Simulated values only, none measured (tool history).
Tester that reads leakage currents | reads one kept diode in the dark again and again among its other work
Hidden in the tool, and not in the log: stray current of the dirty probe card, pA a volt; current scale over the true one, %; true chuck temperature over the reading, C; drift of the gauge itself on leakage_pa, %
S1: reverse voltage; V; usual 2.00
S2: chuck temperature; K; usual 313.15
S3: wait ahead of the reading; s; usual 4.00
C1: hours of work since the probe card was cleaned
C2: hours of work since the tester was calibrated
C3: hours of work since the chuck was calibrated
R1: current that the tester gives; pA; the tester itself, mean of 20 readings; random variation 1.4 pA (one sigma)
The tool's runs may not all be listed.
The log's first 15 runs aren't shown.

run,day,S1,S2,S3,C1,C2,C3,R1
16,51.554,2.00,313.15,2.54,221,2824,269,467.97
17,54.954,2.00,305.15,2.54,287,2890,334,252.23
18,58.854,2.44,305.15,2.54,361,2964,409,268.30
19,62.775,2.44,305.15,2.54,436,3039,484,269.14
# day 64.579: chuck's temperature calibrated
20,65.575,2.44,305.15,2.54,488,3091,19,269.95
21,69.946,10.72,304.15,0.38,572,3175,103,406.10
22,73.029,4.19,319.15,1.58,631,3234,162,925.82
23,76.996,4.19,319.15,1.58,707,3310,238,921.02
24,79.629,4.29,313.15,4.00,757,3360,288,597.74
25,82.579,3.73,301.15,4.65,814,3417,345,224.67
26,84.850,1.06,297.15,0.57,857,3460,388,107.92
27,88.467,6.14,313.15,2.62,926,3529,457,677.65
# day 91.879: chuck's temperature calibrated
28,92.258,2.00,302.15,0.70,997,3600,7,199.04
29,94.067,6.30,313.15,4.00,1032,3635,42,678.92
# day 96.983: probe card cleaned and baked
30,97.625,8.92,307.15,1.40,12,3701,108,482.47
31,100.142,17.64,320.15,7.09,60,3749,156,1592.20
32,102.196,2.00,324.15,9.45,100,3788,195,1032.46
33,104.750,1.21,331.15,7.45,149,3837,244,1417.69
34,108.338,15.22,299.15,4.00,217,3906,313,301.63
35,110.592,6.74,296.15,0.63,260,3949,356,181.86
36,114.117,2.62,295.15,8.67,328,4016,423,121.79
37,117.862,2.62,331.15,8.32,400,4088,495,1821.39
# day 119.258: chuck's temperature calibrated
38,121.646,12.74,331.15,3.99,470,4159,46,3053.76

5 ways to go on from here, each from the tool as it stands after run 38. What would each give?
# day 125.550: tester calibrated
A,125.729,4.11,311.15,3.99,547,3,122,?
# day 125.550: tester calibrated
B,125.729,1.31,311.15,1.94,547,3,122,?
# day 125.550: tester calibrated
C,125.729,17.74,321.15,1.86,547,3,122,?
# day 125.550: tester calibrated
D,125.729,3.54,313.15,4.70,547,3,122,?
# day 125.550: tester calibrated
E,125.729,12.74,331.15,0.39,547,3,122,?

run,R1
A,508.35
B,350.13
C,1708.19
D,561.25
E,3063.83
Without the tool's hidden state the same runs would have given:
run,R1
A,508.63
B,350.33
C,1709.02
D,561.56
E,3065.37

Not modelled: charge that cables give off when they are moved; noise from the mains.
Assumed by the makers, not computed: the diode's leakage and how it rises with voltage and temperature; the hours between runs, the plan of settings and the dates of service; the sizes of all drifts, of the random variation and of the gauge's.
